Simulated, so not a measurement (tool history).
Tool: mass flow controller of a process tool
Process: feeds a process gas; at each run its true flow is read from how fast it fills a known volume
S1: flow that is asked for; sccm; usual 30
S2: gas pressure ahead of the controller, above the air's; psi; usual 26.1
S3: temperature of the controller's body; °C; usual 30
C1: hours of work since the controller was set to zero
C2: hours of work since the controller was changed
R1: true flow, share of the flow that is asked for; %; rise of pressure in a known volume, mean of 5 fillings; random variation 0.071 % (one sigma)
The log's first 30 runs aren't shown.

run 31 day=236.567 | S1=23 S2=31.2 S3=32 | C1=605 C2=8520 | R1=103.16
run 32 day=242.812 | S1=12 S2=26.1 S3=30 | C1=719 C2=8634 | R1=103.96
run 33 day=248.021 | S1=30 S2=22.8 S3=33 | C1=814 C2=8729 | R1=103.36
run 34 day=256.792 | S1=25 S2=26.4 S3=36 | C1=974 C2=8889 | R1=103.4
run 35 day=264.108 | S1=15 S2=26.4 S3=32 | C1=1108 C2=9022 | R1=104.22
run 36 day=272.871 | S1=27 S2=24.7 S3=20 | C1=1268 C2=9182 | R1=104.6
run 37 day=279.721 | S1=27 S2=24.7 S3=20 | C1=1393 C2=9307 | R1=104.67
-- day=285.738 controller exchanged for a calibrated one
run 38 day=288.1 | S1=27 S2=33.4 S3=28 | C1=43 C2=43 | R1=99.43
run 39 day=294.988 | S1=18 S2=33.4 S3=28 | C1=169 C2=169 | R1=99.57
run 40 day=300.967 | S1=65 S2=33.4 S3=28 | C1=278 C2=278 | R1=99.69
run 41 day=311.196 | S1=65 S2=33.4 S3=28 | C1=465 C2=465 | R1=99.72
run 42 day=316.45 | S1=65 S2=33.4 S3=28 | C1=560 C2=560 | R1=99.74
run 43 day=325.321 | S1=65 S2=33.4 S3=28 | C1=722 C2=722 | R1=99.87
run 44 day=336.729 | S1=11 S2=30.5 S3=28 | C1=931 C2=931 | R1=100.91
run 45 day=346.088 | S1=31 S2=30.5 S3=35 | C1=1101 C2=1101 | R1=99.98
run 46 day=350.988 | S1=31 S2=30.5 S3=35 | C1=1191 C2=1191 | R1=100.06
run 47 day=355.662 | S1=19 S2=26.1 S3=36 | C1=1276 C2=1276 | R1=100.37

Forecast each of these 5 alternatives for the next run:
run A day=361.667 | S1=11 S2=26.1 S3=24 | C1=1386 C2=1386 | R1=?
run B day=361.667 | S1=22 S2=30.3 S3=33 | C1=1386 C2=1386 | R1=?
run C day=361.667 | S1=76 S2=23.4 S3=29 | C1=1386 C2=1386 | R1=?
run D day=361.667 | S1=12 S2=28.6 S3=22 | C1=1386 C2=1386 | R1=?
run E day=361.667 | S1=71 S2=40 S3=36 | C1=1386 C2=1386 | R1=?

run=A R1=101.96
run=B R1=100.5
run=C R1=100.2
run=D R1=102.11
run=E R1=99.77
Without the tool's hidden state the same runs would have given:
run=A R1=99.68
run=B R1=99.18
run=C R1=99.57
run=D R1=99.98
run=E R1=99.12
